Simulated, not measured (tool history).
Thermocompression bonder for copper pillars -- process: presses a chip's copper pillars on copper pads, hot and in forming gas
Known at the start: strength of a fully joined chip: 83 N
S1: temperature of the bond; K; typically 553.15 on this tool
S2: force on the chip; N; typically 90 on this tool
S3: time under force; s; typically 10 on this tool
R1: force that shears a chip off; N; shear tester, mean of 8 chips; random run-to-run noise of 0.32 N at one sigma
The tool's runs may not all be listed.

run 1 hour=0 | S1=553.15 S2=90 S3=10 | R1=51.4
run 2 hour=51.9 | S1=553.15 S2=90 S3=10 | R1=51.4
run 3 hour=127.9 | S1=525.15 S2=90 S3=10 | R1=37.7
-- hour=169 forming gas filter changed
run 4 hour=172.9 | S1=553.15 S2=107 S3=10 | R1=59.6
run 5 hour=230.9 | S1=553.15 S2=90 S3=10 | R1=54.2
run 6 hour=266.7 | S1=553.15 S2=90 S3=27 | R1=68.1
run 7 hour=308 | S1=546.15 S2=57 S3=27 | R1=48.9
run 8 hour=377.4 | S1=546.15 S2=57 S3=27 | R1=48.3
run 9 hour=422.1 | S1=560.15 S2=56 S3=8 | R1=37.1
run 10 hour=473.1 | S1=540.15 S2=56 S3=6 | R1=26.1

Alternative continuations, all from the tool just after run 10; predict every row:
run A hour=528.5 | S1=576.15 S2=90 S3=5 | R1=?
run B hour=528.5 | S1=544.15 S2=56 S3=14 | R1=?
run C hour=528.5 | S1=540.15 S2=65 S3=9 | R1=?
run D hour=528.5 | S1=536.15 S2=127 S3=19 | R1=?
run E hour=528.5 | S1=540.15 S2=56 S3=8 | R1=?

run=A R1=50.5
run=B R1=37
run=C R1=34.6
run=D R1=63.5
run=E R1=28.8
The same runs, with their run-to-run variation unchanged, on a tool lacking any hidden condition would have given:
run=A R1=54.9
run=B R1=40.3
run=C R1=37.8
run=D R1=68.3
run=E R1=31.5
